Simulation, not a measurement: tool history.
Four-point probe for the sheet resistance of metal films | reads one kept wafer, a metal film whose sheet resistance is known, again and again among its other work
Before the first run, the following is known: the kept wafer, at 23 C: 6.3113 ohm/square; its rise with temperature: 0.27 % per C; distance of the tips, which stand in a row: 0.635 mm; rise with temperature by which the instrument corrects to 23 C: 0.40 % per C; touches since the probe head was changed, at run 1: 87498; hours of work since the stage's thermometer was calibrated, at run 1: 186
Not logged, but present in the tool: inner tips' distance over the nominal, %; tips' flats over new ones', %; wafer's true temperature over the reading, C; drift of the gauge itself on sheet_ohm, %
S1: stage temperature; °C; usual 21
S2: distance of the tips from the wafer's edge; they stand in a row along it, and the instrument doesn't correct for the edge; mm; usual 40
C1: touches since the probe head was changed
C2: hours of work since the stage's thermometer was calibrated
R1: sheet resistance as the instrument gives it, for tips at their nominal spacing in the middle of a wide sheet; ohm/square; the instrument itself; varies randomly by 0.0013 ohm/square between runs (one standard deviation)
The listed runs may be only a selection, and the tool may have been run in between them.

| run | day | S1 | S2 | C1 | C2 | R1 |
|---|---|---|---|---|---|---|
| 1 | 0.000 | 21 | 40 | 87498 | 186 | 6.331150 |
| 2 | 0.383 | 21 | 40 | 88038 | 192 | 6.329420 |
| 3 | 1.000 | 21 | 40 | 88902 | 203 | 6.329386 |
| 4 | 1.467 | 21 | 40 | 89556 | 210 | 6.327074 |
| 5 | 1.988 | 21 | 14 | 90287 | 219 | 6.336123 |
| 6 | 2.333 | 21 | 3 | 90776 | 225 | 6.480411 |
| 7 | 2.625 | 21 | 3 | 91184 | 230 | 6.474940 |
| 8 | 3.062 | 21 | 54 | 91799 | 237 | 6.329147 |
| 9 | 3.412 | 19 | 13 | 92292 | 243 | 6.353071 |
| 10 | 3.983 | 27 | 5 | 93093 | 252 | 6.334299 |
| 11 | 4.567 | 28 | 18 | 93913 | 262 | 6.277000 |
| 12 | 5.179 | 21 | 8 | 94771 | 272 | 6.348507 |
| 13 | 5.592 | 32 | 45 | 95348 | 279 | 6.245366 |
| 14 | 5.879 | 19 | 4 | 95755 | 284 | 6.429502 |

Had the tool no unlogged condition, and each run kept its random variation, what would the results have been?
| run | R1 |
|---|---|
| 1 | 6.329870 |
| 2 | 6.328135 |
| 3 | 6.328093 |
| 4 | 6.325776 |
| 5 | 6.334818 |
| 6 | 6.479075 |
| 7 | 6.473602 |
| 8 | 6.327830 |
| 9 | 6.351745 |
| 10 | 6.332970 |
| 11 | 6.275674 |
| 12 | 6.347160 |
| 13 | 6.244035 |
| 14 | 6.428131 |
